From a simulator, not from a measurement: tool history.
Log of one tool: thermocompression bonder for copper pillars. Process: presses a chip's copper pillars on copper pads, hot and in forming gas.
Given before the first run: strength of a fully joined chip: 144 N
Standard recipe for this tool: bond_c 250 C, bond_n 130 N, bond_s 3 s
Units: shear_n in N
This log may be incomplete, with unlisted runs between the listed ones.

run,day,bond_c,bond_n,bond_s,shear_n
1,0.000,250,130,3,54.8
2,1.504,250,130,3,56.4
3,3.375,250,130,3,55.1
4,4.571,250,130,3,56.0
5,6.183,250,130,3,55.8
6,7.750,230,130,3,39.7
7,8.925,230,130,3,38.8
8,10.812,230,130,3,40.0
9,11.779,230,130,3,37.9
10,13.583,250,130,3,54.4
11,15.171,250,117,7,71.7
12,16.283,250,130,3,55.9
13,17.825,229,81,3,28.1
14,19.388,229,81,3,28.2
15,20.246,278,81,2,55.5
16,21.175,278,81,5,76.7
17,23.017,220,121,3,31.1
18,24.321,220,121,3,32.2
19,26.175,250,153,3,62.0

Consider 4 possible next runs. They are alternatives, not a sequence: every one starts from the tool as it was left by run 19. What does each give?
# day 27.208: forming gas filter changed
A,27.292,250,153,5,?
# day 27.208: forming gas filter changed
B,27.292,223,116,3,?
# day 27.208: forming gas filter changed
C,27.292,225,135,3,?
# day 27.208: forming gas filter changed
D,27.292,242,88,8,?

run,shear_n
A,73.6
B,32.2
C,37.5
D,57.0
What these runs would have given with no unlogged condition in the tool:
run,shear_n
A,73.3
B,32.1
C,37.3
D,56.8
